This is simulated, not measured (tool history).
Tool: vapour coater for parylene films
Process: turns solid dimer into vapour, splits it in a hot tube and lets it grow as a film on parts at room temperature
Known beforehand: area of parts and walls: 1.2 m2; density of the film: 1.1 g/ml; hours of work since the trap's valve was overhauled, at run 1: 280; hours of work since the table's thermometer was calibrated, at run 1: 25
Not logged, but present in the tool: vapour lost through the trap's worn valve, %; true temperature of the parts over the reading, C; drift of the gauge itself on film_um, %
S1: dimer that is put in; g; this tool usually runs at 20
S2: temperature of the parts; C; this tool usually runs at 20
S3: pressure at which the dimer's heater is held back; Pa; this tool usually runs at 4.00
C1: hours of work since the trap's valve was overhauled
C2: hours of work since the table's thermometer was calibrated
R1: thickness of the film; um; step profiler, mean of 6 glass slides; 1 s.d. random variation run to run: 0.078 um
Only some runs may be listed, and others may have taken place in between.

| run | hour | S1 | S2 | S3 | C1 | C2 | R1 |
|---|---|---|---|---|---|---|---|
| 1 | 0.0 | 20 | 20 | 4.00 | 280 | 25 | 9.39 |
|  | 14.7 | trap's valve overhauled |
| 2 | 49.7 | 20 | 20 | 4.00 | 30 | 64 | 9.42 |
| 3 | 101.1 | 20 | 16 | 4.00 | 73 | 107 | 10.38 |
| 4 | 154.4 | 20 | 16 | 4.00 | 118 | 152 | 10.66 |
| 5 | 184.3 | 20 | 16 | 4.00 | 144 | 178 | 10.36 |
| 6 | 217.2 | 20 | 16 | 4.00 | 171 | 205 | 10.45 |
| 7 | 269.2 | 20 | 16 | 4.00 | 216 | 249 | 10.29 |
| 8 | 297.8 | 20 | 20 | 4.00 | 240 | 274 | 9.37 |
| 9 | 322.5 | 20 | 20 | 4.00 | 261 | 295 | 9.30 |
|  | 360.4 | trap's valve overhauled |
| 10 | 372.0 | 28 | 20 | 4.00 | 10 | 333 | 13.09 |
| 11 | 415.5 | 28 | 20 | 4.00 | 47 | 370 | 13.28 |
| 12 | 452.3 | 20 | 30 | 4.00 | 78 | 401 | 7.31 |
| 13 | 485.8 | 20 | 20 | 4.00 | 106 | 429 | 9.48 |
| 14 | 526.7 | 20 | 20 | 4.00 | 141 | 464 | 9.53 |
| 15 | 564.4 | 20 | 26 | 4.00 | 173 | 496 | 8.05 |
| 16 | 610.4 | 20 | 26 | 4.00 | 212 | 535 | 8.08 |
| 17 | 642.5 | 20 | 29 | 4.00 | 239 | 562 | 7.45 |
| 18 | 668.6 | 20 | 29 | 4.00 | 261 | 584 | 7.35 |
|  | 703.3 | trap's valve overhauled |
| 19 | 717.1 | 20 | 29 | 4.00 | 12 | 622 | 7.46 |
| 20 | 762.2 | 20 | 29 | 4.00 | 50 | 660 | 7.45 |
| 21 | 812.3 | 20 | 20 | 4.00 | 92 | 703 | 9.33 |
| 22 | 848.8 | 20 | 20 | 4.00 | 123 | 733 | 9.37 |
| 23 | 901.3 | 20 | 20 | 4.00 | 168 | 778 | 9.38 |
| 24 | 934.3 | 20 | 26 | 2.61 | 196 | 806 | 8.47 |
| 25 | 978.9 | 16 | 30 | 4.00 | 233 | 844 | 5.72 |
| 26 | 1027.7 | 32 | 29 | 4.00 | 275 | 885 | 12.02 |
|  | 1049.6 | trap's valve overhauled |
| 27 | 1062.8 | 22 | 20 | 4.00 | 11 | 911 | 10.40 |
| 28 | 1095.7 | 23 | 14 | 2.98 | 39 | 939 | 13.00 |
| 29 | 1147.5 | 8 | 27 | 2.31 | 83 | 983 | 3.38 |
| 30 | 1194.0 | 27 | 21 | 2.32 | 122 | 1022 | 13.30 |
| 31 | 1238.8 | 27 | 22 | 2.32 | 160 | 1060 | 12.88 |
| 32 | 1277.0 | 33 | 20 | 9.07 | 193 | 1093 | 13.75 |
| 33 | 1302.4 | 10 | 20 | 9.07 | 214 | 1114 | 4.16 |
|  | 1329.8 | table's thermometer calibrated |
| 34 | 1356.7 | 32 | 14 | 5.49 | 259 | 23 | 16.65 |
|  | 1395.5 | trap's valve overhauled |
| 35 | 1398.6 | 8 | 14 | 6.04 | 3 | 55 | 4.16 |
| 36 | 1444.6 | 8 | 21 | 2.25 | 42 | 94 | 3.98 |
| 37 | 1488.9 | 8 | 21 | 2.25 | 79 | 131 | 4.02 |
| 38 | 1534.5 | 16 | 20 | 8.96 | 118 | 170 | 6.73 |
| 39 | 1576.2 | 20 | 29 | 5.70 | 153 | 205 | 7.13 |
| 40 | 1600.9 | 16 | 18 | 3.53 | 174 | 226 | 7.98 |
| 41 | 1639.0 | 20 | 14 | 4.05 | 206 | 258 | 10.88 |
| 42 | 1680.8 | 20 | 14 | 4.05 | 242 | 294 | 10.83 |
| 43 | 1713.6 | 34 | 25 | 8.98 | 269 | 322 | 12.86 |
|  | 1738.9 | trap's valve overhauled |
| 44 | 1739.6 | 34 | 25 | 8.98 | 1 | 340 | 12.55 |
| 45 | 1790.4 | 34 | 25 | 8.98 | 44 | 383 | 12.73 |
| 46 | 1822.8 | 34 | 25 | 8.98 | 71 | 411 | 12.69 |

Here are 3 independent what-if runs from the current tool condition. What would each one return?
| A | 1847.6 | 23 | 29 | 3.30 | 92 | 432 | ? |
| B | 1847.6 | 34 | 17 | 4.00 | 92 | 432 | ? |
| C | 1847.6 | 20 | 20 | 2.59 | 92 | 432 | ? |

| run | R1 |
|---|---|
| A | 8.80 |
| B | 16.78 |
| C | 9.99 |
Stripped of hidden state, with their random variation kept, the same runs would have yielded:
| run | R1 |
|---|---|
| A | 8.82 |
| B | 16.81 |
| C | 10.01 |

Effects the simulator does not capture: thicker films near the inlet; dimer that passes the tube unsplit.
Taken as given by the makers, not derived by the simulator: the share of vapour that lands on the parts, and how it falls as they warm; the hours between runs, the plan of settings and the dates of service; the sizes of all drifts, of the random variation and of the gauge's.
